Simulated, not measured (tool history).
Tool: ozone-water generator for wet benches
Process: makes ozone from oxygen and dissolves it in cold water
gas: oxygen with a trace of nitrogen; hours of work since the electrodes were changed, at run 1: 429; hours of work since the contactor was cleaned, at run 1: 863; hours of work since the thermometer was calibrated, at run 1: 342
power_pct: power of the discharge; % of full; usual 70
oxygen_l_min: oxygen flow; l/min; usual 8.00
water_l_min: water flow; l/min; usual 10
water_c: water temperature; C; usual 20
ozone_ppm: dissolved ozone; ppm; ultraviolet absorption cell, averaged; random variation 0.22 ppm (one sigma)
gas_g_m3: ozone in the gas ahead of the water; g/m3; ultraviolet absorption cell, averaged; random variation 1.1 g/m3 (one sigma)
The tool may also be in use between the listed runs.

| run | hour | power_pct | oxygen_l_min | water_l_min | water_c | hours of work since the electrodes were changed | hours of work since the contactor was cleaned | hours of work since the thermometer was calibrated | ozone_ppm | gas_g_m3 |
|---|---|---|---|---|---|---|---|---|---|---|
| 1 | 0.0 | 70 | 8.00 | 10 | 20 | 429 | 863 | 342 | 31.4 | 188.0 |
| 2 | 45.2 | 70 | 8.00 | 10 | 19 | 461 | 895 | 374 | 32.7 | 185.4 |
| 3 | 107.5 | 70 | 8.00 | 10 | 19 | 505 | 939 | 418 | 32.1 | 188.5 |
| 4 | 172.0 | 70 | 8.00 | 10 | 19 | 550 | 985 | 464 | 31.9 | 186.5 |
| 5 | 220.1 | 70 | 8.00 | 10 | 19 | 585 | 1019 | 498 | 32.4 | 184.6 |
| 6 | 264.6 | 70 | 8.00 | 10 | 19 | 616 | 1051 | 529 | 31.9 | 186.1 |
|  | 272.6 | contactor cleaned |
| 7 | 325.6 | 70 | 5.07 | 10 | 19 | 657 | 38 | 570 | 37.6 | 255.4 |
| 8 | 407.4 | 70 | 6.20 | 10 | 20 | 715 | 96 | 628 | 34.6 | 218.5 |
| 9 | 472.2 | 70 | 6.20 | 10 | 20 | 760 | 142 | 674 | 33.8 | 218.4 |
| 10 | 525.1 | 70 | 8.00 | 10 | 26 | 798 | 179 | 711 | 26.9 | 184.4 |
| 11 | 563.5 | 70 | 8.00 | 10 | 26 | 825 | 206 | 738 | 26.7 | 183.3 |
|  | 593.5 | contactor cleaned, once more |
| 12 | 644.6 | 53 | 8.00 | 10 | 26 | 880 | 36 | 793 | 23.8 | 158.7 |
| 13 | 720.7 | 45 | 9.19 | 6 | 21 | 934 | 90 | 847 | 27.1 | 132.1 |
| 14 | 783.2 | 70 | 6.82 | 8 | 20 | 978 | 134 | 891 | 36.2 | 204.6 |
| 15 | 850.6 | 53 | 5.27 | 10 | 22 | 1026 | 182 | 939 | 30.2 | 210.2 |
| 16 | 938.9 | 53 | 5.27 | 10 | 22 | 1088 | 245 | 1001 | 30.3 | 210.0 |
| 17 | 997.7 | 70 | 8.32 | 10 | 17 | 1130 | 287 | 1043 | 32.3 | 173.9 |
| 18 | 1063.9 | 53 | 13.05 | 8 | 17 | 1177 | 333 | 1090 | 24.7 | 111.2 |
| 19 | 1116.0 | 53 | 13.05 | 8 | 17 | 1214 | 370 | 1127 | 24.8 | 112.2 |
| 20 | 1199.6 | 46 | 13.05 | 8 | 15 | 1273 | 430 | 1186 | 24.0 | 104.4 |

Forecast each of these 3 alternatives for the next run:
| A | 1239.8 | 48 | 8.00 | 10 | 18 | 1302 | 458 | 1215 | ? | ? |
| B | 1239.8 | 70 | 11.39 | 10 | 20 | 1302 | 458 | 1215 | ? | ? |
| C | 1239.8 | 57 | 9.40 | 11 | 20 | 1302 | 458 | 1215 | ? | ? |

| run | ozone_ppm | gas_g_m3 |
|---|---|---|
| A | 26.5 | 147.9 |
| B | 26.2 | 140.4 |
| C | 24.5 | 145.0 |
Without the tool's hidden state the same runs would have given:
| run | ozone_ppm | gas_g_m3 |
|---|---|---|
| A | 28.2 | 156.3 |
| B | 28.2 | 150.5 |
| C | 26.2 | 154.2 |
